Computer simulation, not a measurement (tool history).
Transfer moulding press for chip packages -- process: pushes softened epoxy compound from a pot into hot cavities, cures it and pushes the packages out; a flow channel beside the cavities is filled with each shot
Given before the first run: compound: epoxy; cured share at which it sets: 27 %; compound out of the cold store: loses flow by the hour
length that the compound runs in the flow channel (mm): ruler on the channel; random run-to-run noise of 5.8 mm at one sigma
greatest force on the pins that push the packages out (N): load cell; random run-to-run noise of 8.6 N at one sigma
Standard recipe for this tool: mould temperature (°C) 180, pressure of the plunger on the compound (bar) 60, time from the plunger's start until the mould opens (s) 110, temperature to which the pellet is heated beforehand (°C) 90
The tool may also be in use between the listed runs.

run	hour	mould temperature (°C)	pressure of the plunger on the compound (bar)	time from the plunger's start until the mould opens (s)	temperature to which the pellet is heated beforehand (°C)	incoming compound's hours out of the cold store	length that the compound runs in the flow channel (mm)	greatest force on the pins that push the packages out (N)
1	0	180	60	110	90	38.7	601	381
# hour 7: cavities cleaned with cleaning compound and waxed
2	58.9	180	60	110	90	14.1	644	396
# hour 75.1: cavities cleaned with cleaning compound and waxed
3	125.3	180	60	110	90	33.7	600	395
# hour 142.8: cavities cleaned with cleaning compound and waxed
4	185.2	180	60	110	90	42.9	579	364
# hour 208.4: cavities cleaned with cleaning compound and waxed
5	216.6	180	60	110	90	33.5	599	373
6	254.4	180	60	110	90	28.4	617	382
# hour 271.8: cavities cleaned with cleaning compound and waxed
# hour 297.1: plunger's sealing rings changed
7	301.1	180	60	110	92	31.1	605	395
8	334.8	180	60	110	92	35.9	604	389
# hour 341.8: cavities cleaned with cleaning compound and waxed
9	368.1	180	60	106	90	30.3	621	380
# hour 408.6: cavities cleaned with cleaning compound and waxed
10	425.6	180	60	146	90	37	605	346
# hour 472.5: cavities cleaned with cleaning compound and waxed
11	472.8	180	60	146	90	28.9	614	371
12	511.7	180	60	110	90	13.6	650	381
# hour 540.5: cavities cleaned with cleaning compound and waxed
13	547.2	180	60	110	90	36.6	589	361
# hour 604.4: cavities cleaned with cleaning compound and waxed
14	604.4	180	60	110	90	43.7	589	378
15	651.3	180	62.5	136	85	9.7	664	354
# hour 672.8: cavities cleaned with cleaning compound and waxed
16	700	177	62.5	136	100	39.5	605	348
# hour 737.5: cavities cleaned with cleaning compound and waxed
17	760.8	180	54	123	90	43.8	554	362
# hour 776: mould's thermocouples calibrated
# hour 804.9: cavities cleaned with cleaning compound and waxed
18	809.2	188	51.5	110	90	30.8	559	363
19	860.7	174	57.7	110	90	40.5	593	458
# hour 870.7: cavities cleaned with cleaning compound and waxed
20	893.7	180	45.6	109	90	12.8	572	381
# hour 923.6: plunger's sealing rings changed
21	923.6	184	67.3	122	89	16.6	666	358
# hour 937.3: cavities cleaned with cleaning compound and waxed
22	954.7	181	60	110	91	35.2	597	383
# hour 1002.4: cavities cleaned with cleaning compound and waxed
23	1009.2	184	60	119	91	38.4	589	376
24	1037.5	177	60	110	90	8.3	666	423
# hour 1068.1: cavities cleaned with cleaning compound and waxed
25	1097.8	177	60	110	90	15.3	644	420
# hour 1131.8: cavities cleaned with cleaning compound and waxed
26	1149.7	172	60	109	84	21.6	645	532

What if the next run were any one of these 4? Each begins from the tool's condition after run 26:
A	1181.4	172	45.4	109	84	31.9	?	?
B	1181.4	180	60	145	96	41	?	?
C	1181.4	172	67.8	131	84	44.8	?	?
D	1181.4	180	60	118	90	36.7	?	?

run	length that the compound runs in the flow channel (mm)	greatest force on the pins that push the packages out (N)
A	548	531
B	605	370
C	629	414
D	601	378
With the hidden condition removed and each run's random variation left untouched, the same runs would have given:
run	length that the compound runs in the flow channel (mm)	greatest force on the pins that push the packages out (N)
A	549	528
B	605	368
C	629	411
D	601	376
